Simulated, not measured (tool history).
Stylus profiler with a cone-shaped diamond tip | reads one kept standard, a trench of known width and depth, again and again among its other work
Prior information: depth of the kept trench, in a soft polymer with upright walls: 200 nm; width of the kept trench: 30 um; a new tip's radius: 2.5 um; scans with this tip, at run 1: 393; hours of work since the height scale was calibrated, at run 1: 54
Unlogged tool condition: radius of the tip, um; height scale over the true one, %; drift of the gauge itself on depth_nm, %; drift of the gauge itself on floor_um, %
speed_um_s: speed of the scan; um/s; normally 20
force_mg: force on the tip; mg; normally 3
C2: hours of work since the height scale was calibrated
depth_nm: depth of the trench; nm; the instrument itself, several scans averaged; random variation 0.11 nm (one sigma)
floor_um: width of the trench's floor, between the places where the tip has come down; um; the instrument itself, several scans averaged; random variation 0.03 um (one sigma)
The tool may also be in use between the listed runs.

run 1 hour=0 | speed_um_s=20 force_mg=3 | scans_with_this_tip=393 C2=54 | depth_nm=202.8 floor_um=28.01
run 2 hour=13 | speed_um_s=20 force_mg=3 | scans_with_this_tip=463 C2=63 | depth_nm=202.75 floor_um=28.01
run 3 hour=28.1 | speed_um_s=20 force_mg=3 | scans_with_this_tip=545 C2=74 | depth_nm=202.91 floor_um=27.99
run 4 hour=43.8 | speed_um_s=20 force_mg=3 | scans_with_this_tip=630 C2=86 | depth_nm=202.85 floor_um=27.97
run 5 hour=50.6 | speed_um_s=20 force_mg=3 | scans_with_this_tip=666 C2=91 | depth_nm=202.88 floor_um=27.94
-- hour=52.6 height scale calibrated on a step standard
run 6 hour=66.7 | speed_um_s=20 force_mg=3 | scans_with_this_tip=751 C2=10 | depth_nm=202.68 floor_um=27.96
run 7 hour=77.1 | speed_um_s=20 force_mg=3 | scans_with_this_tip=807 C2=18 | depth_nm=202.82 floor_um=27.97
run 8 hour=87.4 | speed_um_s=20 force_mg=1.11 | scans_with_this_tip=863 C2=26 | depth_nm=201.29 floor_um=27.96
run 9 hour=96.5 | speed_um_s=20 force_mg=1.11 | scans_with_this_tip=912 C2=32 | depth_nm=201.37 floor_um=27.92
run 10 hour=106.5 | speed_um_s=20 force_mg=3.26 | scans_with_this_tip=966 C2=40 | depth_nm=202.91 floor_um=28.01
-- hour=113.2 height scale calibrated on a step standard, once more
run 11 hour=119.5 | speed_um_s=16 force_mg=2.23 | scans_with_this_tip=1033 C2=5 | depth_nm=202.36 floor_um=27.98
run 12 hour=131.2 | speed_um_s=16 force_mg=2.23 | scans_with_this_tip=1097 C2=13 | depth_nm=202.33 floor_um=27.97
run 13 hour=145.7 | speed_um_s=16 force_mg=2.23 | scans_with_this_tip=1175 C2=24 | depth_nm=202.36 floor_um=27.93
run 14 hour=158.8 | speed_um_s=16 force_mg=3.91 | scans_with_this_tip=1246 C2=34 | depth_nm=203.45 floor_um=27.95
run 15 hour=167 | speed_um_s=26 force_mg=3 | scans_with_this_tip=1290 C2=40 | depth_nm=202.87 floor_um=27.96
run 16 hour=183.3 | speed_um_s=9 force_mg=3.59 | scans_with_this_tip=1378 C2=52 | depth_nm=203.31 floor_um=27.93
run 17 hour=193.9 | speed_um_s=7 force_mg=1.09 | scans_with_this_tip=1435 C2=60 | depth_nm=201.35 floor_um=27.92
run 18 hour=201.1 | speed_um_s=20 force_mg=2.85 | scans_with_this_tip=1474 C2=65 | depth_nm=202.83 floor_um=27.93

Alternative continuations, all from the tool just after run 18; predict every row:
run A hour=210.1 | speed_um_s=13 force_mg=3.57 | scans_with_this_tip=1523 C2=72 | depth_nm=? floor_um=?
run B hour=210.1 | speed_um_s=51 force_mg=1.02 | scans_with_this_tip=1523 C2=72 | depth_nm=? floor_um=?
run C hour=210.1 | speed_um_s=33 force_mg=2.72 | scans_with_this_tip=1523 C2=72 | depth_nm=? floor_um=?
run D hour=210.1 | speed_um_s=15 force_mg=1.34 | scans_with_this_tip=1523 C2=72 | depth_nm=? floor_um=?
run E hour=210.1 | speed_um_s=10 force_mg=2.85 | scans_with_this_tip=1523 C2=72 | depth_nm=? floor_um=?

run=A depth_nm=203.38 floor_um=27.97
run=B depth_nm=201.34 floor_um=27.75
run=C depth_nm=202.63 floor_um=27.96
run=D depth_nm=201.82 floor_um=27.97
run=E depth_nm=202.81 floor_um=27.95
With the hidden condition removed and each run's random variation left untouched, the same runs would have given:
run=A depth_nm=203.38 floor_um=28.05
run=B depth_nm=201.33 floor_um=27.82
run=C depth_nm=202.62 floor_um=28.04
run=D depth_nm=201.82 floor_um=28.04
run=E depth_nm=202.81 floor_um=28.02
